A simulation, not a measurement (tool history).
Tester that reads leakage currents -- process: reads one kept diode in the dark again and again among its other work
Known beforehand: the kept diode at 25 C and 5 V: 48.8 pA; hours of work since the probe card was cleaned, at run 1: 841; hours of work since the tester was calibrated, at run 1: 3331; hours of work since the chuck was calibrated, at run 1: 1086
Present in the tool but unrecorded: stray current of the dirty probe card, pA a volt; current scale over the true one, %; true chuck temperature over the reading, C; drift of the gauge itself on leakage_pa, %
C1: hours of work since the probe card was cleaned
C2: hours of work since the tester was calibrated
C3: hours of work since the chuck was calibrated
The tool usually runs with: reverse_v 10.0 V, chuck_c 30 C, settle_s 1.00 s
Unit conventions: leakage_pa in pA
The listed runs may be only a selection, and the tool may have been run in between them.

{"run": 1, "hour": 0.0, "reverse_v": 10.0, "chuck_c": 30, "settle_s": 1.0, "C1": 841, "C2": 3331, "C3": 1086, "leakage_pa": 106.53}
{"run": 2, "hour": 241.2, "reverse_v": 10.0, "chuck_c": 30, "settle_s": 1.67, "C1": 1018, "C2": 3507, "C3": 1263, "leakage_pa": 106.72}
{"run": 3, "hour": 472.6, "reverse_v": 10.0, "chuck_c": 30, "settle_s": 1.0, "C1": 1187, "C2": 3677, "C3": 1432, "leakage_pa": 107.51}
{"run": 4, "hour": 640.9, "reverse_v": 10.0, "chuck_c": 30, "settle_s": 1.0, "C1": 1310, "C2": 3800, "C3": 1555, "leakage_pa": 108.34}
{"run": 5, "hour": 795.6, "reverse_v": 1.2, "chuck_c": 30, "settle_s": 1.0, "C1": 1423, "C2": 3913, "C3": 1668, "leakage_pa": 31.21}
{"run": 6, "hour": 1029.1, "reverse_v": 1.2, "chuck_c": 30, "settle_s": 1.0, "C1": 1594, "C2": 4084, "C3": 1839, "leakage_pa": 31.19}
{"run": 7, "hour": 1189.2, "reverse_v": 1.2, "chuck_c": 30, "settle_s": 3.42, "C1": 1711, "C2": 4201, "C3": 1956, "leakage_pa": 30.95}
{"hour": 1250.6, "done": "tester calibrated"}
{"hour": 1296.3, "done": "chuck's temperature calibrated"}
{"run": 8, "hour": 1347.5, "reverse_v": 1.2, "chuck_c": 30, "settle_s": 3.62, "C1": 1824, "C2": 69, "C3": 37, "leakage_pa": 33.71}
{"run": 9, "hour": 1582.9, "reverse_v": 1.2, "chuck_c": 30, "settle_s": 3.62, "C1": 1996, "C2": 242, "C3": 210, "leakage_pa": 34.02}
{"run": 10, "hour": 1829.0, "reverse_v": 1.2, "chuck_c": 30, "settle_s": 0.3, "C1": 2176, "C2": 422, "C3": 390, "leakage_pa": 33.9}
{"run": 11, "hour": 1974.2, "reverse_v": 10.8, "chuck_c": 30, "settle_s": 1.0, "C1": 2282, "C2": 528, "C3": 496, "leakage_pa": 126.11}
{"run": 12, "hour": 2154.8, "reverse_v": 10.8, "chuck_c": 30, "settle_s": 1.0, "C1": 2414, "C2": 660, "C3": 628, "leakage_pa": 125.9}
{"run": 13, "hour": 2295.9, "reverse_v": 10.8, "chuck_c": 30, "settle_s": 1.0, "C1": 2518, "C2": 763, "C3": 731, "leakage_pa": 126.49}
{"run": 14, "hour": 2481.9, "reverse_v": 10.8, "chuck_c": 30, "settle_s": 1.0, "C1": 2654, "C2": 899, "C3": 867, "leakage_pa": 126.75}
{"run": 15, "hour": 2679.7, "reverse_v": 10.0, "chuck_c": 30, "settle_s": 1.0, "C1": 2798, "C2": 1044, "C3": 1012, "leakage_pa": 121.43}
{"run": 16, "hour": 2846.7, "reverse_v": 10.0, "chuck_c": 30, "settle_s": 1.0, "C1": 2921, "C2": 1166, "C3": 1134, "leakage_pa": 120.58}
{"run": 17, "hour": 2986.8, "reverse_v": 10.0, "chuck_c": 30, "settle_s": 1.0, "C1": 3023, "C2": 1268, "C3": 1236, "leakage_pa": 121.29}
{"run": 18, "hour": 3168.2, "reverse_v": 10.0, "chuck_c": 28, "settle_s": 1.0, "C1": 3156, "C2": 1401, "C3": 1369, "leakage_pa": 106.68}
{"run": 19, "hour": 3277.3, "reverse_v": 10.0, "chuck_c": 48, "settle_s": 1.0, "C1": 3235, "C2": 1481, "C3": 1449, "leakage_pa": 395.87}
{"hour": 3334.3, "done": "probe card cleaned and baked"}
{"run": 20, "hour": 3415.0, "reverse_v": 10.0, "chuck_c": 30, "settle_s": 1.0, "C1": 59, "C2": 1579, "C3": 1547, "leakage_pa": 103.02}
{"run": 21, "hour": 3586.1, "reverse_v": 16.5, "chuck_c": 31, "settle_s": 1.53, "C1": 184, "C2": 1704, "C3": 1672, "leakage_pa": 147.46}
{"run": 22, "hour": 3825.5, "reverse_v": 16.5, "chuck_c": 31, "settle_s": 6.86, "C1": 359, "C2": 1880, "C3": 1848, "leakage_pa": 147.2}
{"run": 23, "hour": 4035.7, "reverse_v": 7.8, "chuck_c": 30, "settle_s": 4.98, "C1": 513, "C2": 2033, "C3": 2001, "leakage_pa": 89.42}
{"hour": 4082.4, "done": "chuck's temperature calibrated"}
{"run": 24, "hour": 4258.2, "reverse_v": 7.8, "chuck_c": 30, "settle_s": 1.39, "C1": 674, "C2": 2195, "C3": 129, "leakage_pa": 95.02}
{"run": 25, "hour": 4420.7, "reverse_v": 1.1, "chuck_c": 30, "settle_s": 1.39, "C1": 793, "C2": 2313, "C3": 247, "leakage_pa": 30.78}
{"run": 26, "hour": 4539.4, "reverse_v": 3.6, "chuck_c": 59, "settle_s": 0.48, "C1": 880, "C2": 2400, "C3": 334, "leakage_pa": 453.1}
{"run": 27, "hour": 4767.7, "reverse_v": 2.4, "chuck_c": 59, "settle_s": 2.56, "C1": 1047, "C2": 2567, "C3": 501, "leakage_pa": 357.66}
{"run": 28, "hour": 5012.4, "reverse_v": 10.7, "chuck_c": 41, "settle_s": 4.44, "C1": 1226, "C2": 2746, "C3": 680, "leakage_pa": 250.73}
{"run": 29, "hour": 5182.0, "reverse_v": 17.9, "chuck_c": 33, "settle_s": 3.87, "C1": 1350, "C2": 2870, "C3": 804, "leakage_pa": 193.98}

What will run 30 give?
{"run": 30, "hour": 5370.3, "reverse_v": 8.5, "chuck_c": 51, "settle_s": 1.42, "C1": 1488, "C2": 3008, "C3": 942, "leakage_pa": "?"}

{"run 30": {"leakage_pa": 430.38}}
On a tool with no hidden condition, and with the same random variation, this run would have come out at leakage_pa 436.98 pA.

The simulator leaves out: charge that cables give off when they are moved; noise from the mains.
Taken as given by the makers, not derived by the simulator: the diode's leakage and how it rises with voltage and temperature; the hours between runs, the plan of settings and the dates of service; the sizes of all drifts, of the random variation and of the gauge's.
